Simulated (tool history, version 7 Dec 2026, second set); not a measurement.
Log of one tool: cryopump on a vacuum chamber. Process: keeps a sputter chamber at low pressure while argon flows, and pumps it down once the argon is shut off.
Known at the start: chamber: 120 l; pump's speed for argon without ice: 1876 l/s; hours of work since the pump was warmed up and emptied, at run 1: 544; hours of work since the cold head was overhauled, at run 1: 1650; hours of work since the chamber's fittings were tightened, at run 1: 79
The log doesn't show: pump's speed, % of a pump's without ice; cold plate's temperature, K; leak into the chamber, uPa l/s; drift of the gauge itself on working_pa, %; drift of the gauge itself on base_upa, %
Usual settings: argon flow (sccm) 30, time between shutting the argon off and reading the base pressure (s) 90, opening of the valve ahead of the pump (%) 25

| run | day | argon flow (sccm) | time between shutting the argon off and reading the base pressure (s) | opening of the valve ahead of the pump (%) | hours of work since the pump was warmed up and emptied | hours of work since the cold head was overhauled | hours of work since the chamber's fittings were tightened | pressure while argon flows (Pa) | pressure after the wait (uPa) |
|---|---|---|---|---|---|---|---|---|---|
| 1 | 0.000 | 30 | 90 | 25 | 544 | 1650 | 79 | 0.1125 | 0.80 |
| 2 | 1.462 | 30 | 90 | 25 | 572 | 1678 | 107 | 0.1123 | 0.88 |
| 3 | 3.442 | 30 | 90 | 17 | 609 | 1716 | 144 | 0.1644 | 0.87 |
| 4 | 4.996 | 30 | 90 | 17 | 639 | 1745 | 174 | 0.1652 | 0.93 |
| 5 | 7.408 | 30 | 69 | 25 | 684 | 1791 | 220 | 0.1141 | 1.12 |
| 6 | 8.900 | 34 | 90 | 25 | 712 | 1819 | 248 | 0.1289 | 1.05 |
| 7 | 11.167 | 34 | 90 | 25 | 755 | 1862 | 291 | 0.1290 | 1.10 |
| 8 | 13.204 | 34 | 90 | 25 | 794 | 1901 | 329 | 0.1307 | 1.18 |
| 9 | 15.017 | 34 | 90 | 25 | 828 | 1935 | 364 | 0.1297 | 1.23 |
| 10 | 16.821 | 34 | 90 | 25 | 862 | 1969 | 398 | 0.1301 | 1.24 |
| 11 | 19.392 | 34 | 90 | 25 | 911 | 2018 | 446 | 0.1314 | 1.35 |
| 12 | 20.808 | 30 | 90 | 25 | 938 | 2044 | 473 | 0.1158 | 1.39 |
| 13 | 22.992 | 30 | 90 | 25 | 979 | 2086 | 515 | 0.1165 | 1.45 |
| 14 | 24.550 | 30 | 90 | 25 | 1009 | 2115 | 544 | 0.1172 | 1.51 |
| 15 | 25.975 | 30 | 90 | 25 | 1036 | 2142 | 571 | 0.1171 | 1.53 |
| 16 | 27.342 | 15 | 90 | 25 | 1062 | 2168 | 597 | 0.0586 | 1.57 |
| 17 | 29.283 | 30 | 90 | 25 | 1098 | 2205 | 634 | 0.1182 | 1.65 |
|  | 29.867 | pump warmed up, emptied and cooled again |
| 18 | 31.871 | 30 | 90 | 25 | 38 | 2250 | 679 | 0.1094 | 1.42 |
| 19 | 33.025 | 30 | 106 | 25 | 60 | 2272 | 701 | 0.1107 | 1.43 |
| 20 | 34.150 | 30 | 106 | 25 | 81 | 2293 | 722 | 0.1097 | 1.50 |
| 21 | 35.242 | 30 | 106 | 25 | 102 | 2314 | 743 | 0.1097 | 1.47 |
| 22 | 36.608 | 30 | 23 | 25 | 128 | 2340 | 768 | 0.1100 | 2.89 |
| 23 | 38.279 | 30 | 23 | 25 | 159 | 2371 | 800 | 0.1094 | 2.92 |
| 24 | 40.812 | 30 | 23 | 25 | 207 | 2419 | 848 | 0.1107 | 3.11 |
| 25 | 41.883 | 54 | 26 | 24 | 228 | 2440 | 868 | 0.2065 | 2.82 |
| 26 | 44.283 | 54 | 26 | 24 | 273 | 2485 | 914 | 0.2076 | 2.99 |
| 27 | 45.821 | 54 | 26 | 24 | 302 | 2514 | 943 | 0.2067 | 2.93 |
| 28 | 47.058 | 54 | 26 | 24 | 326 | 2538 | 966 | 0.2090 | 2.98 |
| 29 | 48.638 | 22 | 121 | 55 | 355 | 2568 | 996 | 0.0387 | 1.81 |
| 30 | 49.825 | 14 | 71 | 25 | 378 | 2590 | 1019 | 0.0527 | 2.08 |
| 31 | 51.504 | 15 | 24 | 25 | 410 | 2622 | 1051 | 0.0546 | 3.23 |
| 32 | 53.296 | 15 | 24 | 25 | 444 | 2656 | 1085 | 0.0559 | 3.26 |
| 33 | 55.462 | 15 | 158 | 30 | 485 | 2697 | 1126 | 0.0467 | 1.95 |

How the hidden state differs across the entries between the runs, from the last listed run before each to the first after it:
Between runs 17 and 18: pump warmed up, emptied and cooled again (day 29.867)
  pump's speed, % of a pump's without ice: 75.1 -> 98.2; cold plate's temperature, K: 13.29 -> 13.31; leak into the chamber, uPa l/s: 1668 -> 1758
  measured less the result without the state, pressure while argon flows (Pa): +0.0100 -> +0.0012; pressure after the wait (uPa): +1.05 -> +0.80

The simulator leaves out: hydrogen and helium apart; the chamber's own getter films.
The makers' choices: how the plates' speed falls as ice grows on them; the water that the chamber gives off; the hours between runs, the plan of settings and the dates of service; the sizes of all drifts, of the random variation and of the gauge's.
